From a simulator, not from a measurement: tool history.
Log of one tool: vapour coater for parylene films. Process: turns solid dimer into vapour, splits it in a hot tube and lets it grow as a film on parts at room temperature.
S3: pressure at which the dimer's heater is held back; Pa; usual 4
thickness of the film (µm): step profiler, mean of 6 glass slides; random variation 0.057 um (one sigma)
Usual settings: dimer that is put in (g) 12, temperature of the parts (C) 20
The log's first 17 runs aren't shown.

run 18 hour=411.3 | dimer_that_is_put_in_(g)=12 temperature_of_the_parts_(C)=31 S3=4 | thickness_of_the_film_(µm)=4.18
run 19 hour=439.4 | dimer_that_is_put_in_(g)=12 temperature_of_the_parts_(C)=20 S3=2.57 | thickness_of_the_film_(µm)=6.58
run 20 hour=457.4 | dimer_that_is_put_in_(g)=18 temperature_of_the_parts_(C)=31 S3=4.33 | thickness_of_the_film_(µm)=6.23
run 21 hour=481.4 | dimer_that_is_put_in_(g)=10 temperature_of_the_parts_(C)=13 S3=4.07 | thickness_of_the_film_(µm)=7.06
run 22 hour=501.1 | dimer_that_is_put_in_(g)=15 temperature_of_the_parts_(C)=16 S3=5.62 | thickness_of_the_film_(µm)=9.22
run 23 hour=524.3 | dimer_that_is_put_in_(g)=21 temperature_of_the_parts_(C)=20 S3=4 | thickness_of_the_film_(µm)=11.23
run 24 hour=538.8 | dimer_that_is_put_in_(g)=5 temperature_of_the_parts_(C)=16 S3=2.55 | thickness_of_the_film_(µm)=3.17
run 25 hour=557.5 | dimer_that_is_put_in_(g)=12 temperature_of_the_parts_(C)=27 S3=4 | thickness_of_the_film_(µm)=4.81
run 26 hour=574.2 | dimer_that_is_put_in_(g)=12 temperature_of_the_parts_(C)=27 S3=4 | thickness_of_the_film_(µm)=4.86
run 27 hour=595.8 | dimer_that_is_put_in_(g)=12 temperature_of_the_parts_(C)=20 S3=4 | thickness_of_the_film_(µm)=6.42
run 28 hour=608.5 | dimer_that_is_put_in_(g)=13 temperature_of_the_parts_(C)=13 S3=3.11 | thickness_of_the_film_(µm)=9.16
run 29 hour=632.9 | dimer_that_is_put_in_(g)=13 temperature_of_the_parts_(C)=13 S3=3.11 | thickness_of_the_film_(µm)=9.29
run 30 hour=656.1 | dimer_that_is_put_in_(g)=13 temperature_of_the_parts_(C)=13 S3=3.11 | thickness_of_the_film_(µm)=9.19
run 31 hour=671.7 | dimer_that_is_put_in_(g)=13 temperature_of_the_parts_(C)=14 S3=4.8 | thickness_of_the_film_(µm)=8.58
run 32 hour=685.9 | dimer_that_is_put_in_(g)=18 temperature_of_the_parts_(C)=28 S3=3.65 | thickness_of_the_film_(µm)=6.98
run 33 hour=703.9 | dimer_that_is_put_in_(g)=12 temperature_of_the_parts_(C)=20 S3=10.52 | thickness_of_the_film_(µm)=6
run 34 hour=732 | dimer_that_is_put_in_(g)=14 temperature_of_the_parts_(C)=20 S3=10.52 | thickness_of_the_film_(µm)=6.89
run 35 hour=751.1 | dimer_that_is_put_in_(g)=14 temperature_of_the_parts_(C)=20 S3=10.52 | thickness_of_the_film_(µm)=6.97

Forecast each of these 3 alternatives for the next run:
run A hour=767.8 | dimer_that_is_put_in_(g)=14 temperature_of_the_parts_(C)=15 S3=11.72 | thickness_of_the_film_(µm)=?
run B hour=767.8 | dimer_that_is_put_in_(g)=6 temperature_of_the_parts_(C)=26 S3=7.85 | thickness_of_the_film_(µm)=?
run C hour=767.8 | dimer_that_is_put_in_(g)=12 temperature_of_the_parts_(C)=17 S3=4 | thickness_of_the_film_(µm)=?

run=A thickness_of_the_film_(µm)=8.3
run=B thickness_of_the_film_(µm)=2.4
run=C thickness_of_the_film_(µm)=7.02
Without the tool's hidden state the same runs would have given:
run=A thickness_of_the_film_(µm)=8.77
run=B thickness_of_the_film_(µm)=2.54
run=C thickness_of_the_film_(µm)=7.42
